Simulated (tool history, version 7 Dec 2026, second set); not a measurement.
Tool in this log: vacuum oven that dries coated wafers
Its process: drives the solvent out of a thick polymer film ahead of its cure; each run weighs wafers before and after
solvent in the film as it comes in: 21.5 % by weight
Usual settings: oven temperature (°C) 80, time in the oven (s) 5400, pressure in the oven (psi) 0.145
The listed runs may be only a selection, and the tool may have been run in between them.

Run 1, hour 0: usual settings. Result: solvent left in the film (%) 2.02.
Run 2, hour 51.2: usual settings. Result: solvent left in the film (%) 2.01.
Run 3, hour 81.4: usual settings but oven temperature (°C) 68. Result: solvent left in the film (%) 6.76.
Run 4, hour 134.7: usual settings but oven temperature (°C) 68, time in the oven (s) 5280. Result: solvent left in the film (%) 6.88.
Run 5, hour 188: usual settings. Result: solvent left in the film (%) 1.94.
Run 6, hour 233.3: usual settings but time in the oven (s) 6780. Result: solvent left in the film (%) 1.27.
Run 7, hour 259.6: usual settings but pressure in the oven (psi) 0.11. Result: solvent left in the film (%) 1.87.
Run 8, hour 312.2: usual settings but pressure in the oven (psi) 0.104. Result: solvent left in the film (%) 1.83.
Run 9, hour 348: usual settings but time in the oven (s) 2760. Result: solvent left in the film (%) 5.32.
Run 10, hour 378.8: usual settings. Result: solvent left in the film (%) 1.93.
Run 11, hour 435.8: usual settings. Result: solvent left in the film (%) 1.94.
Run 12, hour 468.6: usual settings. Result: solvent left in the film (%) 1.88.
Run 13, hour 517.3: usual settings. Result: solvent left in the film (%) 1.86.
Run 14, hour 570: usual settings. Result: solvent left in the film (%) 1.84.
Run 15, hour 593.8: usual settings but oven temperature (°C) 72, time in the oven (s) 3120. Result: solvent left in the film (%) 8.04.
Run 16, hour 647.6: usual settings but oven temperature (°C) 72, time in the oven (s) 3180. Result: solvent left in the film (%) 7.86.
Run 17, hour 694.6: usual settings but oven temperature (°C) 81, time in the oven (s) 3180. Result: solvent left in the film (%) 3.9.
Run 18, hour 740.6: usual settings but oven temperature (°C) 74, time in the oven (s) 3000, pressure in the oven (psi) 0.139. Result: solvent left in the film (%) 7.24.
Run 19, hour 776.2: usual settings but time in the oven (s) 7680, pressure in the oven (psi) 0.46. Result: solvent left in the film (%) 1.91.
Run 20, hour 820.5: usual settings but oven temperature (°C) 89. Result: solvent left in the film (%) 0.53.
Run 21, hour 870.6: usual settings but oven temperature (°C) 74, pressure in the oven (psi) 0.09. Result: solvent left in the film (%) 3.52.
Run 22, hour 925.1: usual settings but oven temperature (°C) 74, pressure in the oven (psi) 0.09. Result: solvent left in the film (%) 3.49.
Run 23, hour 976: usual settings but oven temperature (°C) 74, pressure in the oven (psi) 0.09. Result: solvent left in the film (%) 3.51.
Run 24, hour 1008.7: usual settings but oven temperature (°C) 77, time in the oven (s) 6600. Result: solvent left in the film (%) 1.85.
Run 25, hour 1043.9: usual settings but oven temperature (°C) 77, time in the oven (s) 3240, pressure in the oven (psi) 0.518. Result: solvent left in the film (%) 6.29.
Run 26, hour 1101.8: usual settings but oven temperature (°C) 77, time in the oven (s) 3240, pressure in the oven (psi) 0.518. Result: solvent left in the film (%) 6.36.
Run 27, hour 1134.9: usual settings but oven temperature (°C) 93, time in the oven (s) 2940, pressure in the oven (psi) 0.136. Result: solvent left in the film (%) 0.95.

Predict each of these 3 candidate next runs independently; none follows another, all start after run 27:
Run A, hour 1171.6: usual settings but oven temperature (°C) 71, time in the oven (s) 8340, pressure in the oven (psi) 0.136. Result: solvent left in the film (%) ?.
Run B, hour 1171.6: usual settings but oven temperature (°C) 89, time in the oven (s) 4200, pressure in the oven (psi) 0.08. Result: solvent left in the film (%) ?.
Run C, hour 1171.6: usual settings but oven temperature (°C) 93, time in the oven (s) 4800, pressure in the oven (psi) 0.136. Result: solvent left in the film (%) ?.

run  solvent left in the film (%)
  A                          2.67
  B                          0.66
  C                          0.37
What these runs would have given with no unlogged condition in the tool:
run  solvent left in the film (%)
  A                          3.26
  B                          0.86
  C                          0.41
